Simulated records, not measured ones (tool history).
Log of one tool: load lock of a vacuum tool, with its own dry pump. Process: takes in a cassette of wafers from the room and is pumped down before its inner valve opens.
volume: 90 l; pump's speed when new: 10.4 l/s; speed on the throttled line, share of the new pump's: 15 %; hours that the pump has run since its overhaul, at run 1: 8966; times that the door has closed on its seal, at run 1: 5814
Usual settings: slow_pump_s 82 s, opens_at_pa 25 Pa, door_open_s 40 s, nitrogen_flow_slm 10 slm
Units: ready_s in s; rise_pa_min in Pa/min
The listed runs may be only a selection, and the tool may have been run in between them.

| run | hour | slow_pump_s | opens_at_pa | door_open_s | nitrogen_flow_slm | hours that the pump has run since its overhaul | times that the door has closed on its seal | incoming humidity of the room's air, % | ready_s | rise_pa_min |
|---|---|---|---|---|---|---|---|---|---|---|
| 1 | 0 | 82 | 25 | 40 | 10 | 8966 | 5814 | 40.9 | 148.6 | 0.06 |
| 2 | 153.4 | 82 | 25 | 40 | 10 | 9120 | 6321 | 42.8 | 147.8 | 0.063 |
| 3 | 275.5 | 82 | 25 | 40 | 41 | 9242 | 6725 | 47.9 | 148.4 | 0.048 |
| 4 | 392.3 | 82 | 25 | 40 | 41 | 9358 | 7111 | 43.8 | 149.5 | 0.054 |
| 5 | 629.6 | 82 | 25 | 40 | 41 | 9596 | 7895 | 47.8 | 149.1 | 0.055 |
| 6 | 738.2 | 82 | 25 | 40 | 10 | 9704 | 8254 | 44.3 | 149.6 | 0.077 |
| 7 | 869.7 | 82 | 25 | 40 | 10 | 9836 | 8689 | 47.6 | 148.9 | 0.086 |
| 8 | 1088 | 82 | 25 | 40 | 10 | 10054 | 9411 | 46.2 | 150.6 | 0.092 |
| 9 | 1262.6 | 82 | 25 | 40 | 10 | 10229 | 9988 | 42 | 149.6 | 0.089 |
| 10 | 1366.5 | 82 | 25 | 40 | 10 | 10333 | 10331 | 43.5 | 150.9 | 0.083 |
| 11 | 1527.4 | 82 | 25 | 40 | 10 | 10494 | 10863 | 42.6 | 149.4 | 0.097 |
| 12 | 1744.9 | 82 | 25 | 40 | 10 | 10711 | 11582 | 48.6 | 149.7 | 0.103 |
| 13 | 1933.7 | 82 | 25 | 40 | 10 | 10900 | 12206 | 45.6 | 150.2 | 0.103 |
| 14 | 2142.4 | 96 | 25 | 40 | 10 | 11109 | 12896 | 44.6 | 162.7 | 0.106 |
| 15 | 2263.6 | 96 | 25 | 40 | 10 | 11230 | 13297 | 44.9 | 163.5 | 0.116 |
| 16 | 2411.3 | 82 | 25 | 40 | 10 | 11377 | 13785 | 46.7 | 151.6 | 0.115 |
| 17 | 2604 | 82 | 25 | 40 | 14 | 11570 | 14422 | 46.7 | 151.3 | 0.119 |
| 18 | 2717.5 | 82 | 25 | 40 | 10 | 11684 | 14797 | 42.8 | 150.6 | 0.126 |
| 19 | 2848.2 | 82 | 25 | 40 | 10 | 11814 | 15229 | 44.3 | 153.1 | 0.127 |
| 20 | 2993.6 | 82 | 25 | 40 | 10 | 11960 | 15709 | 47.1 | 151.3 | 0.134 |
| 21 | 3219.7 | 123 | 24 | 99 | 26 | 12186 | 16457 | 45.6 | 186.5 | 0.143 |
| 22 | 3427.6 | 82 | 25 | 177 | 38 | 12394 | 17144 | 46.8 | 151.9 | 0.15 |
| 23 | 3565.9 | 82 | 25 | 32 | 18 | 12532 | 17601 | 47.3 | 150.8 | 0.14 |
| 24 | 3706.4 | 82 | 25 | 32 | 18 | 12673 | 18066 | 45 | 151.6 | 0.138 |
| 25 | 3841.8 | 82 | 32 | 40 | 30 | 12808 | 18513 | 46.4 | 149.7 | 0.143 |
| 26 | 4032.9 | 61 | 25 | 144 | 10 | 12999 | 19145 | 43.2 | 133.2 | 0.203 |
| 27 | 4145.5 | 61 | 25 | 144 | 10 | 13112 | 19517 | 42.5 | 134.3 | 0.201 |
| 28 | 4326.4 | 82 | 47 | 92 | 10 | 13293 | 20115 | 44.7 | 145.1 | 0.195 |
| 29 | 4467.5 | 87 | 25 | 92 | 10 | 13434 | 20581 | 45.1 | 158 | 0.204 |
| 30 | 4709 | 91 | 25 | 61 | 10 | 13675 | 21380 | 42.7 | 160.5 | 0.198 |
| 31 | 4965.4 | 82 | 25 | 194 | 35 | 13932 | 22227 | 47.5 | 155.4 | 0.216 |
| 32 | 5119.7 | 82 | 30 | 194 | 7 | 14086 | 22737 | 46.2 | 152.3 | 0.263 |
| 33 | 5366.9 | 42 | 20 | 158 | 29 | 14333 | 23554 | 43.1 | 123 | 0.223 |
| 34 | 5515.3 | 157 | 23 | 158 | 29 | 14481 | 24045 | 46.8 | 217.1 | 0.231 |
| 35 | 5668.1 | 44 | 25 | 40 | 10 | 14634 | 24550 | 48.1 | 120.6 | 0.225 |
| 36 | 5925 | 44 | 25 | 40 | 10 | 14891 | 25399 | 44.4 | 122 | 0.233 |

Consider 5 possible next runs. They are alternatives, not a sequence: every one starts from the tool as it was left by run 36. What does each give?
| A | 6032.9 | 63 | 27 | 40 | 10 | 14999 | 25756 | 48.6 | ? | ? |
| B | 6032.9 | 66 | 25 | 70 | 18 | 14999 | 25756 | 47.4 | ? | ? |
| C | 6032.9 | 87 | 25 | 74 | 10 | 14999 | 25756 | 49.4 | ? | ? |
| D | 6032.9 | 84 | 25 | 40 | 12 | 14999 | 25756 | 39.8 | ? | ? |
| E | 6032.9 | 44 | 42 | 40 | 24 | 14999 | 25756 | 42.7 | ? | ? |

| run | ready_s | rise_pa_min |
|---|---|---|
| A | 139.2 | 0.235 |
| B | 140.6 | 0.24 |
| C | 158.4 | 0.252 |
| D | 155.2 | 0.224 |
| E | 117.7 | 0.223 |
What these runs would have given with no unlogged condition in the tool:
| run | ready_s | rise_pa_min |
|---|---|---|
| A | 126.6 | 0.036 |
| B | 128.1 | 0.04 |
| C | 146.3 | 0.055 |
| D | 143.2 | 0.028 |
| E | 105.3 | 0.025 |
